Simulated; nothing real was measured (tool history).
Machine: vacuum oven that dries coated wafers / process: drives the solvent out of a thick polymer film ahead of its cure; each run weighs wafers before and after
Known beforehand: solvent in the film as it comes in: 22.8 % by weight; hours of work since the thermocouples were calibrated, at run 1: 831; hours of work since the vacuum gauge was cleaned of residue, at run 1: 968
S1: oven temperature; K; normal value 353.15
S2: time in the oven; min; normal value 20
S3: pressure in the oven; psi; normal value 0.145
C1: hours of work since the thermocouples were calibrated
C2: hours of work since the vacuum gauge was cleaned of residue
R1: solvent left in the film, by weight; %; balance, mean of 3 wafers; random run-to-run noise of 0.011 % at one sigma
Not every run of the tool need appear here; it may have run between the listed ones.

run	day	S1	S2	S3	C1	C2	R1
1	0	353.15	20	0.145	831	968	1.14
2	1.475	353.15	20	0.579	853	991	2.59
3	3.533	353.15	20	0.579	885	1023	2.54
4	5.317	353.15	20	0.579	913	1050	2.57
5	6.575	353.15	20	0.145	932	1070	1.13
6	7.438	353.15	20	0.145	945	1083	1.13
7	9.3	353.15	16	0.145	974	1112	1.75
8	10.754	353.15	16	0.145	997	1134	1.74
9	12.55	353.15	16	0.145	1024	1162	1.73
10	14.488	340.15	20	0.292	1054	1192	4.77

5 options for the next run, each taken on its own from the tool as it stands now. Forecast them:
A	16.375	342.15	19	0.189	1083	1221	?
B	16.375	368.15	20	0.145	1083	1221	?
C	16.375	340.15	16	0.171	1083	1221	?
D	16.375	350.15	10	0.145	1083	1221	?
E	16.375	353.15	12	0.145	1083	1221	?

run	R1
A	3.84
B	0.3
C	5.41
D	4.82
E	2.93
Without the tool's hidden state the same runs would have given:
run	R1
A	3.85
B	0.3
C	5.41
D	4.82
E	2.93
